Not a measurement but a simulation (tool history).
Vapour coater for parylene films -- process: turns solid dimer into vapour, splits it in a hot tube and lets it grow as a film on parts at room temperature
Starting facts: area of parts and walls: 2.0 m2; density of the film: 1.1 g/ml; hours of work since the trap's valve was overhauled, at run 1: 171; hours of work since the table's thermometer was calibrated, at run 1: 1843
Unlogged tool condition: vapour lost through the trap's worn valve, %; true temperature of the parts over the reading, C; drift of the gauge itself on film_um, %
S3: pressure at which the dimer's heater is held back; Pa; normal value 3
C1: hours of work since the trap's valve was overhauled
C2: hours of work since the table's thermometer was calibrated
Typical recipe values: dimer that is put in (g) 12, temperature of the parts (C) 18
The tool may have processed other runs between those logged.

Run 1, day 0: usual settings; C1 171; C2 1843. Result: thickness of the film (nm) 4340.
Run 2, day 2.558: usual settings; C1 219; C2 1892. Result: thickness of the film (nm) 4480.
At day 4.021: trap's valve overhauled.
Run 3, day 4.425: usual settings; C1 8; C2 1924. Result: thickness of the film (nm) 4340.
At day 5.033: table's thermometer calibrated.
Run 4, day 6.183: usual settings; C1 40; C2 22. Result: thickness of the film (nm) 4390.
Run 5, day 7.725: usual settings but S3 7.95 Pa; C1 70; C2 51. Result: thickness of the film (nm) 3900.
Run 6, day 10.679: usual settings but S3 7.95 Pa; C1 126; C2 107. Result: thickness of the film (nm) 3820.
Run 7, day 13.483: usual settings but S3 7.95 Pa; C1 179; C2 161. Result: thickness of the film (nm) 3860.
Run 8, day 15.338: usual settings but dimer that is put in (g) 11, S3 7.95 Pa; C1 214; C2 196. Result: thickness of the film (nm) 3570.
At day 16.867: trap's valve overhauled.
Run 9, day 18.108: usual settings but dimer that is put in (g) 11, S3 7.95 Pa; C1 24; C2 245. Result: thickness of the film (nm) 3500.
Run 10, day 20.804: usual settings; C1 75; C2 296. Result: thickness of the film (nm) 4370.
Run 11, day 22.558: usual settings; C1 108; C2 330. Result: thickness of the film (nm) 4370.
Run 12, day 24.796: usual settings; C1 151; C2 372. Result: thickness of the film (nm) 4340.
Run 13, day 26.462: usual settings but dimer that is put in (g) 9; C1 182; C2 404. Result: thickness of the film (nm) 3260.
Run 14, day 28.858: usual settings; C1 228; C2 449. Result: thickness of the film (nm) 4350.
At day 29.712: trap's valve overhauled.
Run 15, day 31: usual settings; C1 24; C2 487. Result: thickness of the film (nm) 4380.
Run 16, day 33.508: usual settings; C1 72; C2 535. Result: thickness of the film (nm) 4370.
Run 17, day 35.421: usual settings; C1 108; C2 571. Result: thickness of the film (nm) 4370.
Run 18, day 36.933: usual settings; C1 137; C2 600. Result: thickness of the film (nm) 4440.
Run 19, day 39.596: usual settings; C1 188; C2 650. Result: thickness of the film (nm) 4400.
Run 20, day 41.112: usual settings; C1 217; C2 679. Result: thickness of the film (nm) 4410.
At day 42.571: trap's valve overhauled.
Run 21, day 44.192: usual settings; C1 31; C2 734. Result: thickness of the film (nm) 4320.
Run 22, day 46.079: usual settings; C1 67; C2 770. Result: thickness of the film (nm) 4320.
Run 23, day 47.4: usual settings; C1 92; C2 795. Result: thickness of the film (nm) 4360.
Run 24, day 49.096: usual settings but temperature of the parts (C) 26, S3 8.36 Pa; C1 124; C2 828. Result: thickness of the film (nm) 2910.
Run 25, day 51: usual settings but dimer that is put in (g) 20, temperature of the parts (C) 22, S3 2.06 Pa; C1 160; C2 864. Result: thickness of the film (nm) 6680.
Run 26, day 53.9: usual settings but S3 6.93 Pa; C1 215; C2 919. Result: thickness of the film (nm) 3910.
At day 55.404: trap's valve overhauled.
Run 27, day 56.579: usual settings but temperature of the parts (C) 16; C1 22; C2 967. Result: thickness of the film (nm) 4690.
Run 28, day 58.279: usual settings but temperature of the parts (C) 16; C1 55; C2 999. Result: thickness of the film (nm) 4610.
Run 29, day 59.55: usual settings but dimer that is put in (g) 11; C1 79; C2 1023. Result: thickness of the film (nm) 3970.
Run 30, day 60.921: usual settings but dimer that is put in (g) 6, temperature of the parts (C) 10, S3 9.24 Pa; C1 105; C2 1049. Result: thickness of the film (nm) 2470.
Run 31, day 63.929: usual settings but dimer that is put in (g) 6, temperature of the parts (C) 10, S3 9.24 Pa; C1 162; C2 1106. Result: thickness of the film (nm) 2480.
Run 32, day 66.575: usual settings but dimer that is put in (g) 6, temperature of the parts (C) 10, S3 9.24 Pa; C1 212; C2 1157. Result: thickness of the film (nm) 2450.
At day 68.271: trap's valve overhauled.
Run 33, day 68.688: usual settings but dimer that is put in (g) 6, temperature of the parts (C) 10, S3 9.24 Pa; C1 8; C2 1194. Result: thickness of the film (nm) 2470.
Run 34, day 71.454: usual settings but temperature of the parts (C) 13, S3 2.46 Pa; C1 60; C2 1246. Result: thickness of the film (nm) 5280.
Run 35, day 73.567: usual settings but dimer that is put in (g) 17, S3 6.19 Pa; C1 101; C2 1286. Result: thickness of the film (nm) 5630.
Run 36, day 75.033: usual settings but temperature of the parts (C) 14; C1 128; C2 1314. Result: thickness of the film (nm) 5020.
Run 37, day 77.633: usual settings but dimer that is put in (g) 14, temperature of the parts (C) 19, S3 7.41 Pa; C1 178; C2 1364. Result: thickness of the film (nm) 4410.
Run 38, day 79.842: usual settings but dimer that is put in (g) 16, S3 4.09 Pa; C1 220; C2 1406. Result: thickness of the film (nm) 5670.
At day 81.204: trap's valve overhauled.
Run 39, day 82.175: usual settings but dimer that is put in (g) 22, temperature of the parts (C) 23, S3 8.97 Pa; C1 18; C2 1447. Result: thickness of the film (nm) 5920.
Run 40, day 84: usual settings but dimer that is put in (g) 22, temperature of the parts (C) 23, S3 8.97 Pa; C1 53; C2 1481. Result: thickness of the film (nm) 5920.
Run 41, day 86.296: usual settings but dimer that is put in (g) 6, temperature of the parts (C) 25, S3 8.97 Pa; C1 97; C2 1525. Result: thickness of the film (nm) 1510.
Run 42, day 88.038: usual settings but dimer that is put in (g) 6, temperature of the parts (C) 25, S3 8.97 Pa; C1 130; C2 1558. Result: thickness of the film (nm) 1500.
Run 43, day 90.592: usual settings but dimer that is put in (g) 6, temperature of the parts (C) 25, S3 8.97 Pa; C1 178; C2 1607. Result: thickness of the film (nm) 1540.
Run 44, day 92.012: usual settings but dimer that is put in (g) 14, temperature of the parts (C) 15, S3 10.58 Pa; C1 205; C2 1634. Result: thickness of the film (nm) 4770.
At day 94.058: trap's valve overhauled.
Run 45, day 94.058: usual settings but dimer that is put in (g) 20, temperature of the parts (C) 17, S3 6.83 Pa; C1 0; C2 1669. Result: thickness of the film (nm) 6820.

Forecast each of these 4 alternatives for the next run:
Run A, day 95.433: usual settings but dimer that is put in (g) 20, temperature of the parts (C) 15, S3 6.83 Pa; C1 26; C2 1695. Result: thickness of the film (nm) ?.
Run B, day 95.433: usual settings but dimer that is put in (g) 20, temperature of the parts (C) 17, S3 2.52 Pa; C1 26; C2 1695. Result: thickness of the film (nm) ?.
Run C, day 95.433: usual settings but dimer that is put in (g) 20, temperature of the parts (C) 17, S3 2.44 Pa; C1 26; C2 1695. Result: thickness of the film (nm) ?.
Run D, day 95.433: usual settings but dimer that is put in (g) 20, temperature of the parts (C) 30, S3 6.83 Pa; C1 26; C2 1695. Result: thickness of the film (nm) ?.

run  thickness of the film (nm)
  A                        7300
  B                        7780
  C                        7780
  D                        4450
Stripped of hidden state, with their random variation kept, the same runs would have yielded:
run  thickness of the film (nm)
  A                        7290
  B                        7760
  C                        7770
  D                        4440
